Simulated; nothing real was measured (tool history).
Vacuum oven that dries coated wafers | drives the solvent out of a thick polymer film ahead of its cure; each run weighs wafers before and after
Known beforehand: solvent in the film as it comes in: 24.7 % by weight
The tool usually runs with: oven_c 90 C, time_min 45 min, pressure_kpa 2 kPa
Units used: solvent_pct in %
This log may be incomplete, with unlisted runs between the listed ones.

| run | hour | oven_c | time_min | pressure_kpa | solvent_pct |
|---|---|---|---|---|---|
| 1 | 0 | 90 | 45 | 2 | 3.71 |
| 2 | 43.7 | 90 | 45 | 2 | 3.77 |
| 3 | 78.9 | 93 | 45 | 2 | 2.89 |
| 4 | 123.6 | 90 | 45 | 2 | 3.74 |
| 5 | 197.4 | 90 | 45 | 5.19 | 4.65 |
| 6 | 275.3 | 90 | 45 | 2 | 3.89 |
| 7 | 311.3 | 90 | 45 | 3.94 | 4.25 |
| 8 | 394.6 | 90 | 45 | 3.94 | 4.34 |
| 9 | 455.1 | 95 | 45 | 3.94 | 2.79 |
| 10 | 497.4 | 90 | 52 | 2 | 3.1 |
| 11 | 572.3 | 90 | 44 | 2 | 3.99 |
| 12 | 637.6 | 90 | 44 | 2 | 4.24 |
| 13 | 703.8 | 90 | 44 | 1.44 | 3.95 |
| 14 | 763.2 | 90 | 44 | 1.44 | 4.09 |
| 15 | 838.8 | 90 | 45 | 2.18 | 4.14 |
| 16 | 879.8 | 90 | 45 | 2.18 | 4.13 |
|  | 888.8 | vacuum gauge cleaned of residue and calibrated |
|  | 943.5 | oven's thermocouples calibrated |
| 17 | 947.2 | 90 | 45 | 2.18 | 3.79 |
| 18 | 997.9 | 90 | 45 | 2.18 | 3.86 |
| 19 | 1078.5 | 90 | 45 | 2.18 | 3.95 |
| 20 | 1136.7 | 90 | 45 | 2.18 | 3.94 |
| 21 | 1216 | 90 | 45 | 2.18 | 3.87 |
|  | 1247.2 | vacuum gauge cleaned of residue and calibrated, once more |
| 22 | 1270.9 | 90 | 45 | 2.18 | 3.67 |
| 23 | 1336.4 | 90 | 45 | 2 | 3.69 |
| 24 | 1370.2 | 102 | 27 | 1.37 | 2.5 |
| 25 | 1439.3 | 85 | 58 | 7.82 | 5.58 |
| 26 | 1518.2 | 105 | 49 | 1.61 | 0.55 |
| 27 | 1565.8 | 93 | 28 | 2 | 5.66 |
| 28 | 1635.7 | 84 | 28 | 5.71 | 10.16 |
| 29 | 1690.4 | 92 | 22 | 2 | 7.66 |
| 30 | 1752.9 | 95 | 45 | 2 | 2.33 |
| 31 | 1817.7 | 95 | 45 | 2 | 2.37 |
| 32 | 1885.6 | 82 | 75 | 4.02 | 4.32 |
| 33 | 1959.5 | 82 | 75 | 4.02 | 4.59 |
| 34 | 2023.3 | 82 | 75 | 4.02 | 4.48 |
| 35 | 2066 | 90 | 45 | 1.17 | 3.7 |
| 36 | 2128.3 | 87 | 46 | 2.62 | 5.2 |
| 37 | 2204.1 | 80 | 45 | 5.43 | 9.17 |
| 38 | 2238.5 | 97 | 22 | 1.16 | 5.84 |
| 39 | 2313.2 | 96 | 51 | 2.88 | 1.93 |
| 40 | 2349.5 | 85 | 45 | 5.33 | 6.92 |
| 41 | 2395 | 85 | 45 | 5.33 | 6.91 |
| 42 | 2471.3 | 98 | 31 | 2 | 3.54 |
| 43 | 2552.7 | 98 | 31 | 2 | 3.6 |
| 44 | 2610.1 | 103 | 49 | 6.98 | 1.71 |
| 45 | 2658.1 | 103 | 49 | 6.98 | 1.69 |
|  | 2672.5 | oven's thermocouples calibrated |
| 46 | 2732.6 | 91 | 33 | 4.93 | 5.35 |

Results per run with the tool's hidden condition removed, run-to-run variation unchanged:
Hidden conditions of the tool in this case: true wafer temperature over the reading, C; true pressure over the reading, kPa; drift of the gauge itself on solvent_pct, %.
| run | solvent_pct |
|---|---|
| 1 | 3.27 |
| 2 | 3.3 |
| 3 | 2.47 |
| 4 | 3.25 |
| 5 | 4.09 |
| 6 | 3.33 |
| 7 | 3.65 |
| 8 | 3.7 |
| 9 | 2.27 |
| 10 | 2.49 |
| 11 | 3.27 |
| 12 | 3.47 |
| 13 | 3.17 |
| 14 | 3.27 |
| 15 | 3.3 |
| 16 | 3.26 |
| 17 | 3.25 |
| 18 | 3.3 |
| 19 | 3.35 |
| 20 | 3.3 |
| 21 | 3.21 |
| 22 | 3.35 |
| 23 | 3.35 |
| 24 | 2.22 |
| 25 | 5.13 |
| 26 | 0.47 |
| 27 | 5.14 |
| 28 | 9.54 |
| 29 | 7.06 |
| 30 | 1.94 |
| 31 | 1.97 |
| 32 | 3.69 |
| 33 | 3.89 |
| 34 | 3.76 |
| 35 | 3.03 |
| 36 | 4.38 |
| 37 | 8.16 |
| 38 | 5.01 |
| 39 | 1.46 |
| 40 | 5.89 |
| 41 | 5.88 |
| 42 | 2.76 |
| 43 | 2.79 |
| 44 | 1.36 |
| 45 | 1.33 |
| 46 | 5.35 |
